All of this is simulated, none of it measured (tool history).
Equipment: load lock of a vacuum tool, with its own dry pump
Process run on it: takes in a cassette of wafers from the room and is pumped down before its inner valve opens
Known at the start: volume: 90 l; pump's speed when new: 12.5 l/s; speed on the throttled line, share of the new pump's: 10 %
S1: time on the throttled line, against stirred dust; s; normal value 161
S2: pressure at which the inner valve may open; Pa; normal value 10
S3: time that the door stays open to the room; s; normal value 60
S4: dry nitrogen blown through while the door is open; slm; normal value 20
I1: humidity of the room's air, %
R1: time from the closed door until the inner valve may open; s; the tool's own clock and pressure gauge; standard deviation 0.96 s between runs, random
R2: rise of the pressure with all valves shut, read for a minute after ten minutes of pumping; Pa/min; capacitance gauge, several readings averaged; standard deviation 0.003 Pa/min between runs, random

run 1 hour=0 | S1=161 S2=10 S3=60 S4=20 | I1=47.1 | R1=212.5 R2=0.045
run 2 hour=214.7 | S1=215 S2=10 S3=60 S4=20 | I1=43.6 | R1=259.5 R2=0.039
run 3 hour=465.4 | S1=215 S2=10 S3=60 S4=20 | I1=44.7 | R1=261.4 R2=0.047
run 4 hour=697.4 | S1=215 S2=10 S3=60 S4=20 | I1=45.3 | R1=261.5 R2=0.042
run 5 hour=886.5 | S1=215 S2=12 S3=60 S4=20 | I1=47.5 | R1=256.8 R2=0.048
run 6 hour=1141.2 | S1=215 S2=12 S3=60 S4=20 | I1=45.9 | R1=259.4 R2=0.051
run 7 hour=1358.3 | S1=161 S2=10 S3=60 S4=20 | I1=43.3 | R1=211 R2=0.042
run 8 hour=1551.3 | S1=161 S2=10 S3=60 S4=20 | I1=45.8 | R1=210.4 R2=0.049
run 9 hour=1707.8 | S1=161 S2=10 S3=60 S4=20 | I1=46.7 | R1=211.9 R2=0.051
run 10 hour=1966.2 | S1=161 S2=10 S3=60 S4=20 | I1=45.9 | R1=211.3 R2=0.048
run 11 hour=2231.6 | S1=161 S2=17 S3=60 S4=20 | I1=45.4 | R1=207.6 R2=0.045
run 12 hour=2540.8 | S1=161 S2=17 S3=60 S4=20 | I1=43.6 | R1=206.4 R2=0.048
run 13 hour=2738 | S1=161 S2=17 S3=60 S4=20 | I1=44.7 | R1=209 R2=0.04
run 14 hour=2888.9 | S1=161 S2=10 S3=60 S4=14 | I1=38 | R1=212.1 R2=0.046
run 15 hour=3207.3 | S1=160 S2=12 S3=49 S4=8 | I1=47.7 | R1=209.4 R2=0.053
run 16 hour=3569.4 | S1=160 S2=12 S3=49 S4=8 | I1=41 | R1=208.3 R2=0.046
run 17 hour=3785.9 | S1=113 S2=13 S3=98 S4=8 | I1=44.3 | R1=166.3 R2=0.068
run 18 hour=4153.5 | S1=161 S2=10 S3=92 S4=16 | I1=44.4 | R1=212.2 R2=0.059
run 19 hour=4496.9 | S1=284 S2=10 S3=31 S4=16 | I1=45.3 | R1=320.5 R2=0.032
run 20 hour=4684.1 | S1=300 S2=10 S3=26 S4=20 | I1=46.7 | R1=335.7 R2=0.033
run 21 hour=4902.5 | S1=300 S2=10 S3=26 S4=20 | I1=45.5 | R1=338.6 R2=0.032
run 22 hour=5053 | S1=313 S2=10 S3=131 S4=20 | I1=44.6 | R1=347.4 R2=0.064
run 23 hour=5389.9 | S1=190 S2=8 S3=131 S4=20 | I1=47.8 | R1=239.8 R2=0.077
run 24 hour=5654.1 | S1=190 S2=8 S3=131 S4=20 | I1=45.9 | R1=239 R2=0.067

Estimate the outcome of run 25 from the log above:
run 25 hour=5930.7 | S1=190 S2=8 S3=131 S4=20 | I1=45.4 | R1=? R2=?

R1: 241.5 s
R2: 0.065 Pa/min
With the hidden condition absent and the run-to-run variation left alone, this run would have shown R1 241.5 s, R2 0.064 Pa/min.
